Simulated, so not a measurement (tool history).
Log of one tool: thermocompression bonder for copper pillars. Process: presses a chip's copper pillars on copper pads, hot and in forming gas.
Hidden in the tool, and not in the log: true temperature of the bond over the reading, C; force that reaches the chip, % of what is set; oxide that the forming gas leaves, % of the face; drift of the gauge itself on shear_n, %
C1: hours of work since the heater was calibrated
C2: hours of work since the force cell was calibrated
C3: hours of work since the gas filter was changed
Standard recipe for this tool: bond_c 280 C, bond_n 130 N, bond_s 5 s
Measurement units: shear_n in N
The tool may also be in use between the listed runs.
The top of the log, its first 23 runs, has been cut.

-- hour=263.5 force cell calibrated
run 24 hour=276.4 | bond_c=284 bond_n=116 bond_s=5 | C1=699 C2=8 C3=118 | shear_n=67.3
run 25 hour=286.1 | bond_c=284 bond_n=149 bond_s=4 | C1=705 C2=14 C3=124 | shear_n=75.8
run 26 hour=302.6 | bond_c=284 bond_n=149 bond_s=4 | C1=715 C2=25 C3=134 | shear_n=76.1
run 27 hour=316.0 | bond_c=279 bond_n=111 bond_s=12 | C1=724 C2=33 C3=143 | shear_n=83.1
-- hour=324.0 forming gas filter changed
run 28 hour=331.3 | bond_c=251 bond_n=130 bond_s=4 | C1=733 C2=42 C3=5 | shear_n=40.4
run 29 hour=345.2 | bond_c=251 bond_n=130 bond_s=4 | C1=742 C2=51 C3=13 | shear_n=40.2
-- hour=360.3 force cell calibrated, once more
run 30 hour=362.4 | bond_c=251 bond_n=130 bond_s=4 | C1=752 C2=1 C3=23 | shear_n=39.6
run 31 hour=373.7 | bond_c=280 bond_n=130 bond_s=6 | C1=759 C2=8 C3=30 | shear_n=73.7
run 32 hour=381.9 | bond_c=280 bond_n=145 bond_s=10 | C1=764 C2=14 C3=36 | shear_n=95.6
run 33 hour=397.1 | bond_c=280 bond_n=145 bond_s=10 | C1=773 C2=23 C3=45 | shear_n=94.0
run 34 hour=406.9 | bond_c=295 bond_n=145 bond_s=10 | C1=780 C2=29 C3=51 | shear_n=111.7
run 35 hour=417.7 | bond_c=263 bond_n=130 bond_s=11 | C1=786 C2=36 C3=58 | shear_n=71.1
run 36 hour=430.2 | bond_c=263 bond_n=130 bond_s=11 | C1=794 C2=44 C3=66 | shear_n=71.9
run 37 hour=444.9 | bond_c=296 bond_n=81 bond_s=7 | C1=804 C2=53 C3=75 | shear_n=66.2

Forecast run 38:
run 38 hour=453.2 | bond_c=296 bond_n=81 bond_s=7 | C1=809 C2=58 C3=80 | shear_n=?

shear_n: 66.7 N
Take away the tool's hidden state, keep the run-to-run variation as it was, and the same run would have given shear_n 59.3 N.

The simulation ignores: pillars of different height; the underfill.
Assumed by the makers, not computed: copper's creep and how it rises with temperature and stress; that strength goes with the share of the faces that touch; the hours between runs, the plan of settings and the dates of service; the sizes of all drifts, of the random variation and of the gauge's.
